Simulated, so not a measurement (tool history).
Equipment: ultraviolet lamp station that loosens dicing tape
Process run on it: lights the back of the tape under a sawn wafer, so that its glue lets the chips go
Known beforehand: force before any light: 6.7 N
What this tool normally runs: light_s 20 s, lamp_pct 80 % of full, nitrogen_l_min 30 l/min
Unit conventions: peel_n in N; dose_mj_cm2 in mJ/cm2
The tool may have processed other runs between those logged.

Run 1, hour 0.0: usual settings. Result: peel_n 0.388 N, dose_mj_cm2 331 mJ/cm2.
Run 2, hour 11.5: usual settings but nitrogen_l_min 10 l/min. Result: peel_n 0.736 N, dose_mj_cm2 330 mJ/cm2.
Run 3, hour 30.0: usual settings but nitrogen_l_min 10 l/min. Result: peel_n 0.755 N, dose_mj_cm2 326 mJ/cm2.
Run 4, hour 48.2: usual settings but nitrogen_l_min 10 l/min. Result: peel_n 0.789 N, dose_mj_cm2 329 mJ/cm2.
Run 5, hour 59.4: usual settings but nitrogen_l_min 10 l/min. Result: peel_n 0.781 N, dose_mj_cm2 327 mJ/cm2.
Run 6, hour 73.4: usual settings but nitrogen_l_min 10 l/min. Result: peel_n 0.791 N, dose_mj_cm2 327 mJ/cm2.
Run 7, hour 82.7: usual settings. Result: peel_n 0.418 N, dose_mj_cm2 326 mJ/cm2.
Run 8, hour 100.0: usual settings. Result: peel_n 0.420 N, dose_mj_cm2 323 mJ/cm2.
Run 9, hour 115.8: usual settings. Result: peel_n 0.395 N, dose_mj_cm2 323 mJ/cm2.
Run 10, hour 125.5: usual settings. Result: peel_n 0.414 N, dose_mj_cm2 321 mJ/cm2.
Run 11, hour 144.0: usual settings. Result: peel_n 0.426 N, dose_mj_cm2 320 mJ/cm2.
Run 12, hour 162.9: usual settings. Result: peel_n 0.426 N, dose_mj_cm2 315 mJ/cm2.
Run 13, hour 174.7: usual settings but lamp_pct 71 % of full. Result: peel_n 0.548 N, dose_mj_cm2 280 mJ/cm2.
Run 14, hour 184.3: usual settings but light_s 19 s. Result: peel_n 0.479 N, dose_mj_cm2 299 mJ/cm2.
Run 15, hour 198.3: usual settings but light_s 19 s. Result: peel_n 0.487 N, dose_mj_cm2 298 mJ/cm2.
Run 16, hour 213.0: usual settings but light_s 19 s. Result: peel_n 0.492 N, dose_mj_cm2 293 mJ/cm2.
Run 17, hour 223.2: usual settings but light_s 19 s, nitrogen_l_min 11 l/min. Result: peel_n 0.894 N, dose_mj_cm2 293 mJ/cm2.
Run 18, hour 245.0: usual settings but light_s 19 s, nitrogen_l_min 11 l/min. Result: peel_n 0.908 N, dose_mj_cm2 296 mJ/cm2.
Run 19, hour 260.5: usual settings but lamp_pct 67 % of full. Result: peel_n 0.657 N, dose_mj_cm2 258 mJ/cm2.
Run 20, hour 270.2: usual settings but lamp_pct 70 % of full. Result: peel_n 0.581 N, dose_mj_cm2 268 mJ/cm2.
Run 21, hour 285.8: usual settings. Result: peel_n 0.469 N, dose_mj_cm2 308 mJ/cm2.
Run 22, hour 297.5: usual settings but light_s 17 s. Result: peel_n 0.636 N, dose_mj_cm2 257 mJ/cm2.
Run 23, hour 313.8: usual settings but light_s 12 s, nitrogen_l_min 23 l/min. Result: peel_n 1.285 N, dose_mj_cm2 186 mJ/cm2.
Run 24, hour 330.4: usual settings but light_s 25 s, lamp_pct 79 % of full, nitrogen_l_min 19 l/min. Result: peel_n 0.410 N, dose_mj_cm2 373 mJ/cm2.
Run 25, hour 347.1: usual settings but light_s 13 s, lamp_pct 72 % of full, nitrogen_l_min 12 l/min. Result: peel_n 1.872 N, dose_mj_cm2 175 mJ/cm2.

For run 26, what comes out?
Run 26, hour 358.3: usual settings but light_s 17 s, lamp_pct 63 % of full, nitrogen_l_min 25 l/min. Result: peel_n ?, dose_mj_cm2 ?.

{"run 26": {"peel_n": 1.107, "dose_mj_cm2": 202}}
Minus the tool's unlogged condition, the same run would have read peel_n 0.742 N, dose_mj_cm2 253 mJ/cm2.

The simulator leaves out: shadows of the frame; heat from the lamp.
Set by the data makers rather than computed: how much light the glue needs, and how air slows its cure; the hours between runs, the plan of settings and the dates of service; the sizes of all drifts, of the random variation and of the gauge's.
